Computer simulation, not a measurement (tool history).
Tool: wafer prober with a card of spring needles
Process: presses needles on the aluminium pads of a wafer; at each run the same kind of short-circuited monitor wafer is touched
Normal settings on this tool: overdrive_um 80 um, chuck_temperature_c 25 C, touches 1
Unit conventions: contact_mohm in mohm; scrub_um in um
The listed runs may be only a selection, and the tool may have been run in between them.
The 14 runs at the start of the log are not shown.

-- hour=488.6 tips cleaned on abrasive film
-- hour=509.2 tips cleaned on abrasive film
run 15 hour=509.6 | overdrive_um=80 chuck_temperature_c=28 touches=1 | contact_mohm=214 scrub_um=11.364
-- hour=528.9 tips cleaned on abrasive film
run 16 hour=538.2 | overdrive_um=72 chuck_temperature_c=25 touches=1 | contact_mohm=213 scrub_um=10.222
-- hour=547.2 tips cleaned on abrasive film
-- hour=564.3 height of the first contact set anew
-- hour=566.8 tips cleaned on abrasive film
run 17 hour=572.5 | overdrive_um=78 chuck_temperature_c=55 touches=1 | contact_mohm=221 scrub_um=11.088
-- hour=587.3 tips cleaned on abrasive film
-- hour=607.3 tips cleaned on abrasive film
run 18 hour=612.0 | overdrive_um=64 chuck_temperature_c=32 touches=1 | contact_mohm=219 scrub_um=9.119
-- hour=627.3 tips cleaned on abrasive film
run 19 hour=642.9 | overdrive_um=64 chuck_temperature_c=32 touches=1 | contact_mohm=218 scrub_um=9.095
-- hour=645.9 tips cleaned on abrasive film
-- hour=665.0 tips cleaned on abrasive film
run 20 hour=678.0 | overdrive_um=89 chuck_temperature_c=32 touches=2 | contact_mohm=215 scrub_um=12.669
-- hour=685.8 tips cleaned on abrasive film
-- hour=704.4 tips cleaned on abrasive film
run 21 hour=704.7 | overdrive_um=89 chuck_temperature_c=77 touches=2 | contact_mohm=225 scrub_um=12.676
-- hour=723.0 tips cleaned on abrasive film
run 22 hour=732.0 | overdrive_um=89 chuck_temperature_c=77 touches=2 | contact_mohm=225 scrub_um=12.683
-- hour=741.6 tips cleaned on abrasive film
-- hour=760.5 tips cleaned on abrasive film
run 23 hour=760.5 | overdrive_um=80 chuck_temperature_c=49 touches=1 | contact_mohm=221 scrub_um=11.406
-- hour=772.9 height of the first contact set anew
-- hour=779.5 tips cleaned on abrasive film
run 24 hour=780.1 | overdrive_um=80 chuck_temperature_c=41 touches=2 | contact_mohm=218 scrub_um=11.389
-- hour=800.5 tips cleaned on abrasive film
run 25 hour=813.7 | overdrive_um=80 chuck_temperature_c=41 touches=2 | contact_mohm=219 scrub_um=11.387
-- hour=820.7 tips cleaned on abrasive film
-- hour=839.7 tips cleaned on abrasive film
run 26 hour=855.3 | overdrive_um=80 chuck_temperature_c=41 touches=2 | contact_mohm=221 scrub_um=11.376
-- hour=858.8 tips cleaned on abrasive film
-- hour=880.8 tips cleaned on abrasive film
run 27 hour=884.6 | overdrive_um=88 chuck_temperature_c=25 touches=2 | contact_mohm=208 scrub_um=12.526
-- hour=900.0 tips cleaned on abrasive film
-- hour=918.8 tips cleaned on abrasive film
run 28 hour=924.2 | overdrive_um=88 chuck_temperature_c=25 touches=2 | contact_mohm=210 scrub_um=12.564
-- hour=939.3 tips cleaned on abrasive film
run 29 hour=944.8 | overdrive_um=80 chuck_temperature_c=60 touches=1 | contact_mohm=223 scrub_um=11.418
-- hour=958.2 tips cleaned on abrasive film
-- hour=976.8 tips cleaned on abrasive film
-- hour=981.2 height of the first contact set anew
run 30 hour=989.4 | overdrive_um=80 chuck_temperature_c=113 touches=1 | contact_mohm=238 scrub_um=11.416

Forecast each of these 5 alternatives for the next run:
-- hour=998.0 tips cleaned on abrasive film
run A hour=1008.2 | overdrive_um=80 chuck_temperature_c=97 touches=2 | contact_mohm=? scrub_um=?
-- hour=998.0 tips cleaned on abrasive film
run B hour=1008.2 | overdrive_um=90 chuck_temperature_c=113 touches=1 | contact_mohm=? scrub_um=?
-- hour=998.0 tips cleaned on abrasive film
run C hour=1008.2 | overdrive_um=60 chuck_temperature_c=46 touches=2 | contact_mohm=? scrub_um=?
-- hour=998.0 tips cleaned on abrasive film
run D hour=1008.2 | overdrive_um=80 chuck_temperature_c=77 touches=2 | contact_mohm=? scrub_um=?
-- hour=998.0 tips cleaned on abrasive film
run E hour=1008.2 | overdrive_um=80 chuck_temperature_c=113 touches=2 | contact_mohm=? scrub_um=?

run=A contact_mohm=230 scrub_um=11.409
run=B contact_mohm=231 scrub_um=12.847
run=C contact_mohm=225 scrub_um=8.556
run=D contact_mohm=227 scrub_um=11.419
run=E contact_mohm=233 scrub_um=11.407
With no hidden state in the tool, these same runs would have given:
run=A contact_mohm=229 scrub_um=11.318
run=B contact_mohm=231 scrub_um=12.745
run=C contact_mohm=225 scrub_um=8.488
run=D contact_mohm=226 scrub_um=11.328
run=E contact_mohm=232 scrub_um=11.316
